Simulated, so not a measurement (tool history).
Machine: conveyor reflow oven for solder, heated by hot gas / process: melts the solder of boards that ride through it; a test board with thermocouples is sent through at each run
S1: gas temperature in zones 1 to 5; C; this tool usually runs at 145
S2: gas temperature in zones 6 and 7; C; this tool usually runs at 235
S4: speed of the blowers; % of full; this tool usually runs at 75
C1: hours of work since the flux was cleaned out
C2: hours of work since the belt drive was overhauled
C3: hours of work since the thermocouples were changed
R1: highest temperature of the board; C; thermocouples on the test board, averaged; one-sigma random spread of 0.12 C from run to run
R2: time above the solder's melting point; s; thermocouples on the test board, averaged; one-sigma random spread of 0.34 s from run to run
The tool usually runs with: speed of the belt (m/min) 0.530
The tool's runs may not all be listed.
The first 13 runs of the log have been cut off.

Run 14, hour 376.6: usual settings but S4 79 % of full; C1 98; C2 661; C3 192. Result: R1 224.0 C, R2 77.3 s.
Run 15, hour 392.4: usual settings but S4 79 % of full; C1 108; C2 671; C3 202. Result: R1 224.0 C, R2 77.0 s.
Run 16, hour 411.5: usual settings but S1 158 C, S2 248 C, speed of the belt (m/min) 0.557; C1 120; C2 683; C3 214. Result: R1 235.4 C, R2 84.7 s.
Run 17, hour 449.3: usual settings but S1 159 C, S4 83 % of full; C1 144; C2 707; C3 238. Result: R1 226.3 C, R2 84.8 s.
Run 18, hour 484.8: usual settings but S1 155 C, speed of the belt (m/min) 0.580; C1 167; C2 730; C3 261. Result: R1 222.4 C, R2 73.6 s.
Run 19, hour 513.7: usual settings but S1 155 C, speed of the belt (m/min) 0.580; C1 186; C2 749; C3 280. Result: R1 222.5 C, R2 74.2 s.
Run 20, hour 535.5: usual settings but S2 224 C, speed of the belt (m/min) 0.502; C1 200; C2 762; C3 294. Result: R1 214.6 C, R2 74.4 s.
Run 21, hour 557.0: usual settings but S2 224 C, speed of the belt (m/min) 0.502; C1 213; C2 776; C3 307. Result: R1 214.6 C, R2 74.2 s.
Run 22, hour 577.7: usual settings but S1 153 C; C1 227; C2 789; C3 321. Result: R1 224.3 C, R2 80.7 s.
Run 23, hour 606.2: usual settings but S2 231 C, speed of the belt (m/min) 0.430; C1 245; C2 808; C3 339. Result: R1 224.1 C, R2 96.4 s.
Run 24, hour 627.8: usual settings but S1 136 C, S4 78 % of full; C1 259; C2 822; C3 353. Result: R1 222.4 C, R2 72.5 s.
Run 25, hour 646.0: usual settings but S1 148 C, S2 247 C, speed of the belt (m/min) 0.571, S4 67 % of full; C1 270; C2 833; C3 364. Result: R1 230.4 C, R2 76.0 s.
At hour 653.1: flux residue cleaned out of gas plates and filters.
Run 26, hour 678.3: usual settings but S2 230 C, speed of the belt (m/min) 0.522, S4 64 % of full; C1 16; C2 851; C3 382. Result: R1 217.0 C, R2 72.5 s.
Run 27, hour 704.2: usual settings but S1 158 C, S2 249 C, speed of the belt (m/min) 0.421, S4 58 % of full; C1 33; C2 867; C3 399. Result: R1 239.8 C, R2 114.8 s.
Run 28, hour 728.4: usual settings but S1 152 C, S2 249 C, speed of the belt (m/min) 0.591, S4 58 % of full; C1 48; C2 883; C3 414. Result: R1 229.0 C, R2 74.2 s.
Run 29, hour 766.0: usual settings but S1 152 C, S2 249 C, speed of the belt (m/min) 0.591, S4 58 % of full; C1 72; C2 907; C3 438. Result: R1 229.3 C, R2 74.6 s.
Run 30, hour 795.2: usual settings but S1 152 C, S2 249 C, speed of the belt (m/min) 0.591, S4 58 % of full; C1 91; C2 926; C3 457. Result: R1 229.2 C, R2 74.7 s.

Branching from run 30: 4 alternative next runs. What would each branch give?
Run A, hour 832.9: usual settings but S1 136 C, S2 249 C, speed of the belt (m/min) 0.591, S4 67 % of full; C1 115; C2 950; C3 481. Result: R1 ?, R2 ?.
Run B, hour 832.9: usual settings but S1 159 C, speed of the belt (m/min) 0.480, S4 64 % of full; C1 115; C2 950; C3 481. Result: R1 ?, R2 ?.
Run C, hour 832.9: usual settings but S1 147 C, speed of the belt (m/min) 0.606, S4 54 % of full; C1 115; C2 950; C3 481. Result: R1 ?, R2 ?.
Run D, hour 832.9: usual settings but speed of the belt (m/min) 0.583, S4 53 % of full; C1 115; C2 950; C3 481. Result: R1 ?, R2 ?.

run     R1    R2
  A  228.7  68.0
  B  225.3  94.1
  C  214.2  58.7
  D  214.6  61.5
What these runs would have given with no unlogged condition in the tool:
run     R1    R2
  A  228.7  68.0
  B  225.3  94.0
  C  214.2  58.7
  D  214.6  61.4
